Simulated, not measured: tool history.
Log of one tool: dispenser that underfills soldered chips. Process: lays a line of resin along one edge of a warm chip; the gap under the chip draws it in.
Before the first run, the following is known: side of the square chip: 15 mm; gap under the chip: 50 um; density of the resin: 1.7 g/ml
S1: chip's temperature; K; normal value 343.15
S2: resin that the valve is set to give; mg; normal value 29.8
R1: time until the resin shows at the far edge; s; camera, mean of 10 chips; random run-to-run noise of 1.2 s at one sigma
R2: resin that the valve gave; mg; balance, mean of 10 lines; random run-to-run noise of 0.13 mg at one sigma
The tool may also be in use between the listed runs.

run,hour,S1,S2,R1,R2
1,0.0,343.15,29.8,152.6,29.44
2,5.9,343.15,29.8,127.8,29.19
3,11.4,343.15,29.8,145.6,29.27
4,19.5,343.15,29.8,125.4,29.09
5,26.3,343.15,29.8,138.4,29.02
6,35.0,343.15,26.4,130.0,25.59
7,38.7,343.15,26.4,141.1,25.71
8,43.8,343.15,26.4,153.0,25.59
9,51.1,343.15,31.2,126.7,30.18
10,60.0,343.15,29.8,153.5,28.71
11,67.7,343.15,29.8,132.1,28.50
12,74.9,343.15,34.4,147.9,34.64
13,83.4,343.15,29.8,133.4,29.51
14,88.8,343.15,29.8,147.7,29.62
15,96.9,343.15,29.8,124.9,29.58
16,104.7,343.15,29.8,146.0,29.63
17,109.9,343.15,26.5,124.8,25.75
18,115.4,343.15,29.8,137.4,29.45
19,119.1,345.15,25.6,141.7,25.11
20,124.0,333.15,37.0,163.9,36.34
21,129.8,333.15,37.0,186.2,35.99
22,138.1,333.15,37.0,162.9,36.12
23,147.1,329.15,33.2,224.3,32.08
24,155.9,329.15,33.2,200.4,31.96
25,160.1,357.15,29.5,86.9,28.28
26,166.2,336.15,29.8,145.1,28.65
27,176.3,336.15,29.8,171.3,29.56
28,184.5,355.15,35.0,81.1,34.79
29,192.5,337.15,34.5,167.4,34.00
30,196.6,337.15,34.5,136.9,33.84
31,201.8,345.15,35.0,117.6,34.08
32,210.2,345.15,35.0,136.7,34.27
33,217.8,330.15,33.2,199.5,32.11
34,223.1,345.15,32.2,133.7,31.42
35,230.8,345.15,32.2,113.3,31.14
36,239.1,328.15,32.0,245.7,30.84

Missing from the log above: 18 entries noted between runs. For each, name the pair of listed runs it sits between and say how the tool's hidden condition differs from the listed run just before to the listed run just after:
In the gap between runs 1 and 2: new syringe of resin (hour 1.1)
  resin's viscosity, % of fresh resin's: 132.4 -> 110.7; dose that the valve gives, % of what is set: 98.75 -> 98.45; true chip temperature over the reading, C: 0.81 -> 0.83
  difference, measured minus the result without the unlogged condition, R1: +34.5 -> +9.5 s; R2: -0.38 -> -0.46 mg
In the gap between runs 3 and 4: new syringe of resin (hour 16.0)
  resin's viscosity, % of fresh resin's: 123.6 -> 106.9; dose that the valve gives, % of what is set: 98.21 -> 97.79; true chip temperature over the reading, C: 0.85 -> 0.87
  difference, measured minus the result without the unlogged condition, R1: +24.7 -> +5.0 s; R2: -0.54 -> -0.66 mg
In the gap between runs 5 and 6: new syringe of resin (hour 31.0)
  resin's viscosity, % of fresh resin's: 122.7 -> 109.2; dose that the valve gives, % of what is set: 97.44 -> 97; true chip temperature over the reading, C: 0.89 -> 0.92
  difference, measured minus the result without the unlogged condition, R1: +22.8 -> +8.3 s; R2: -0.76 -> -0.79 mg
In the gap between runs 8 and 9: new syringe of resin (hour 46.0)
  resin's viscosity, % of fresh resin's: 130.5 -> 111.9; dose that the valve gives, % of what is set: 96.58 -> 96.26; true chip temperature over the reading, C: 0.95 -> 0.97
  difference, measured minus the result without the unlogged condition, R1: +33.2 -> +10.4 s; R2: -0.90 -> -1.17 mg
In the gap between runs 10 and 11: new syringe of resin (hour 61.1)
  resin's viscosity, % of fresh resin's: 133.9 -> 116.4; dose that the valve gives, % of what is set: 95.79 -> 95.41; true chip temperature over the reading, C: 1 -> 1.03
  difference, measured minus the result without the unlogged condition, R1: +35.8 -> +15.6 s; R2: -1.26 -> -1.37 mg
In the gap between runs 11 and 12: dispensing valve cleaned and set on the balance (hour 74.5)
  resin's viscosity, % of fresh resin's: 116.4 -> 131.8; dose that the valve gives, % of what is set: 95.41 -> 100.18; true chip temperature over the reading, C: 1.03 -> 1.05
  difference, measured minus the result without the unlogged condition, R1: +15.6 -> +31.8 s; R2: -1.37 -> +0.07 mg
In the gap between runs 12 and 13: new syringe of resin (hour 76.9)
  resin's viscosity, % of fresh resin's: 131.8 -> 114.8; dose that the valve gives, % of what is set: 100.18 -> 99.77; true chip temperature over the reading, C: 1.05 -> 1.07
  difference, measured minus the result without the unlogged condition, R1: +31.8 -> +13.0 s; R2: +0.07 -> -0.07 mg
In the gap between runs 14 and 15: new syringe of resin (hour 91.8)
  resin's viscosity, % of fresh resin's: 127.9 -> 109.4; dose that the valve gives, % of what is set: 99.52 -> 99.12; true chip temperature over the reading, C: 1.09 -> 1.12
  difference, measured minus the result without the unlogged condition, R1: +28.1 -> +6.6 s; R2: -0.14 -> -0.26 mg
In the gap between runs 16 and 17: new syringe of resin (hour 106.7)
  resin's viscosity, % of fresh resin's: 128.1 -> 107.4; dose that the valve gives, % of what is set: 98.71 -> 98.45; true chip temperature over the reading, C: 1.14 -> 1.16
  difference, measured minus the result without the unlogged condition, R1: +28.0 -> +4.6 s; R2: -0.38 -> -0.41 mg
In the gap between runs 19 and 20: new syringe of resin (hour 121.9)
  resin's viscosity, % of fresh resin's: 129.4 -> 104.5; dose that the valve gives, % of what is set: 98 -> 97.78; true chip temperature over the reading, C: 1.19 -> 1.2
  difference, measured minus the result without the unlogged condition, R1: +28.6 -> +0.7 s; R2: -0.51 -> -0.83 mg
In the gap between runs 21 and 22: new syringe of resin (hour 136.5)
  resin's viscosity, % of fresh resin's: 117.5 -> 102.4; dose that the valve gives, % of what is set: 97.49 -> 97.11; true chip temperature over the reading, C: 1.22 -> 1.25
  difference, measured minus the result without the unlogged condition, R1: +21.2 -> -2.9 s; R2: -0.92 -> -1.07 mg
In the gap between runs 23 and 24: new syringe of resin (hour 151.5)
  resin's viscosity, % of fresh resin's: 123 -> 110.1; dose that the valve gives, % of what is set: 96.67 -> 96.22; true chip temperature over the reading, C: 1.28 -> 1.3
  difference, measured minus the result without the unlogged condition, R1: +34.0 -> +10.5 s; R2: -1.11 -> -1.26 mg
In the gap between runs 25 and 26: new syringe of resin (hour 166.2)
  resin's viscosity, % of fresh resin's: 119.8 -> 100.5; dose that the valve gives, % of what is set: 96.02 -> 95.72; true chip temperature over the reading, C: 1.31 -> 1.33
  difference, measured minus the result without the unlogged condition, R1: +11.8 -> -4.9 s; R2: -1.17 -> -1.28 mg
In the gap between runs 26 and 27: dispensing valve cleaned and set on the balance (hour 170.5)
  resin's viscosity, % of fresh resin's: 100.5 -> 120.6; dose that the valve gives, % of what is set: 95.72 -> 99.44; true chip temperature over the reading, C: 1.33 -> 1.36
  difference, measured minus the result without the unlogged condition, R1: -4.9 -> +22.6 s; R2: -1.28 -> -0.16 mg
In the gap between runs 27 and 28: new syringe of resin (hour 181.8)
  resin's viscosity, % of fresh resin's: 120.6 -> 105.4; dose that the valve gives, % of what is set: 99.44 -> 99.07; true chip temperature over the reading, C: 1.36 -> 1.39
  difference, measured minus the result without the unlogged condition, R1: +22.6 -> +0.9 s; R2: -0.16 -> -0.33 mg
In the gap between runs 29 and 30: new syringe of resin (hour 196.6)
  resin's viscosity, % of fresh resin's: 123.8 -> 101; dose that the valve gives, % of what is set: 98.68 -> 98.48; true chip temperature over the reading, C: 1.42 -> 1.43
  difference, measured minus the result without the unlogged condition, R1: +25.8 -> -5.1 s; R2: -0.46 -> -0.52 mg
In the gap between runs 32 and 33: new syringe of resin (hour 211.6)
  resin's viscosity, % of fresh resin's: 133 -> 114.4; dose that the valve gives, % of what is set: 97.82 -> 97.47; true chip temperature over the reading, C: 1.47 -> 1.5
  difference, measured minus the result without the unlogged condition, R1: +29.0 -> +16.1 s; R2: -0.76 -> -0.83 mg
In the gap between runs 34 and 35: new syringe of resin (hour 226.6)
  resin's viscosity, % of fresh resin's: 127.4 -> 109.5; dose that the valve gives, % of what is set: 97.2 -> 96.8; true chip temperature over the reading, C: 1.52 -> 1.54
  difference, measured minus the result without the unlogged condition, R1: +23.7 -> +4.9 s; R2: -0.90 -> -1.03 mg

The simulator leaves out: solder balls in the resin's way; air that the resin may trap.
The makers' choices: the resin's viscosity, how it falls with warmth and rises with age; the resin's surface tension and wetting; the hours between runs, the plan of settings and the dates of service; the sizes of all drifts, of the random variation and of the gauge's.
